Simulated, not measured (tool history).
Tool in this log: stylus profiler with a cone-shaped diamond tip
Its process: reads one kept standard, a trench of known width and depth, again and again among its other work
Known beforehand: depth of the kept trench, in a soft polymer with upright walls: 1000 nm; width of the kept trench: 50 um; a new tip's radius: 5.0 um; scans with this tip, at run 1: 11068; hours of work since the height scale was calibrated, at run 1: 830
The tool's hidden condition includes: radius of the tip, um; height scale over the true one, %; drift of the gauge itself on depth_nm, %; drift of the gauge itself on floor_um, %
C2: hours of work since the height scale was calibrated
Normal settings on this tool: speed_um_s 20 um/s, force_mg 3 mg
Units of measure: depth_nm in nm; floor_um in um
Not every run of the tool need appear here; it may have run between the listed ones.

{"run": 1, "hour": 0.0, "speed_um_s": 20, "force_mg": 3, "scans with this tip": 11068, "C2": 830, "depth_nm": 1007.64, "floor_um": 41.2}
{"run": 2, "hour": 70.1, "speed_um_s": 20, "force_mg": 3, "scans with this tip": 11590, "C2": 870, "depth_nm": 1007.47, "floor_um": 41.11}
{"run": 3, "hour": 152.4, "speed_um_s": 20, "force_mg": 3, "scans with this tip": 12204, "C2": 916, "depth_nm": 1006.96, "floor_um": 41.06}
{"run": 4, "hour": 224.1, "speed_um_s": 20, "force_mg": 3, "scans with this tip": 12739, "C2": 956, "depth_nm": 1007.15, "floor_um": 40.91}
{"run": 5, "hour": 306.5, "speed_um_s": 20, "force_mg": 3, "scans with this tip": 13352, "C2": 1002, "depth_nm": 1007.08, "floor_um": 40.75}
{"run": 6, "hour": 372.5, "speed_um_s": 23, "force_mg": 3, "scans with this tip": 13844, "C2": 1039, "depth_nm": 1007.07, "floor_um": 40.68}
{"run": 7, "hour": 450.0, "speed_um_s": 20, "force_mg": 3, "scans with this tip": 14422, "C2": 1082, "depth_nm": 1006.34, "floor_um": 40.6}
{"run": 8, "hour": 505.8, "speed_um_s": 20, "force_mg": 1.4, "scans with this tip": 14837, "C2": 1113, "depth_nm": 1001.93, "floor_um": 40.41}
{"run": 9, "hour": 576.4, "speed_um_s": 20, "force_mg": 1.4, "scans with this tip": 15363, "C2": 1153, "depth_nm": 1001.34, "floor_um": 40.36}
{"run": 10, "hour": 615.7, "speed_um_s": 7, "force_mg": 1.91, "scans with this tip": 15657, "C2": 1175, "depth_nm": 1003.12, "floor_um": 40.38}
{"run": 11, "hour": 665.9, "speed_um_s": 7, "force_mg": 1.91, "scans with this tip": 16031, "C2": 1203, "depth_nm": 1002.78, "floor_um": 40.3}
{"run": 12, "hour": 720.1, "speed_um_s": 41, "force_mg": 3.28, "scans with this tip": 16434, "C2": 1233, "depth_nm": 1006.13, "floor_um": 40.04}
{"hour": 725.0, "done": "height scale calibrated on a step standard"}
{"run": 13, "hour": 770.3, "speed_um_s": 41, "force_mg": 3.28, "scans with this tip": 16804, "C2": 25, "depth_nm": 1003.26, "floor_um": 40}
{"run": 14, "hour": 820.9, "speed_um_s": 60, "force_mg": 1.54, "scans with this tip": 17182, "C2": 54, "depth_nm": 998.62, "floor_um": 39.67}
{"run": 15, "hour": 866.5, "speed_um_s": 6, "force_mg": 3.88, "scans with this tip": 17522, "C2": 79, "depth_nm": 1004.71, "floor_um": 40.06}
{"run": 16, "hour": 947.1, "speed_um_s": 41, "force_mg": 3.33, "scans with this tip": 18122, "C2": 124, "depth_nm": 1003.15, "floor_um": 39.76}
{"hour": 961.9, "done": "height scale calibrated on a step standard, once more"}
{"run": 17, "hour": 1006.1, "speed_um_s": 41, "force_mg": 3.33, "scans with this tip": 18559, "C2": 25, "depth_nm": 1011.51, "floor_um": 39.63}

Each row is a separate what-if for the run after 17, all from the same tool condition, not one after another. Results?
{"run": "A", "hour": 1062.4, "speed_um_s": 9, "force_mg": 3.33, "scans with this tip": 18978, "C2": 56, "depth_nm": "?", "floor_um": "?"}
{"run": "B", "hour": 1062.4, "speed_um_s": 7, "force_mg": 5.56, "scans with this tip": 18978, "C2": 56, "depth_nm": "?", "floor_um": "?"}
{"run": "C", "hour": 1062.4, "speed_um_s": 78, "force_mg": 2.21, "scans with this tip": 18978, "C2": 56, "depth_nm": "?", "floor_um": "?"}
{"run": "D", "hour": 1062.4, "speed_um_s": 41, "force_mg": 6.55, "scans with this tip": 18978, "C2": 56, "depth_nm": "?", "floor_um": "?"}
{"run": "E", "hour": 1062.4, "speed_um_s": 8, "force_mg": 7.08, "scans with this tip": 18978, "C2": 56, "depth_nm": "?", "floor_um": "?"}

run=A depth_nm=1012.03 floor_um=39.79
run=B depth_nm=1016.87 floor_um=39.82
run=C depth_nm=1008.79 floor_um=39.28
run=D depth_nm=1018.42 floor_um=39.67
run=E depth_nm=1019.79 floor_um=39.82
Take away the tool's hidden state, keep each run's random variation, and the runs would have read:
run=A depth_nm=1012.37 floor_um=43.95
run=B depth_nm=1017.22 floor_um=43.97
run=C depth_nm=1009.13 floor_um=43.43
run=D depth_nm=1018.77 floor_um=43.83
run=E depth_nm=1020.13 floor_um=43.98
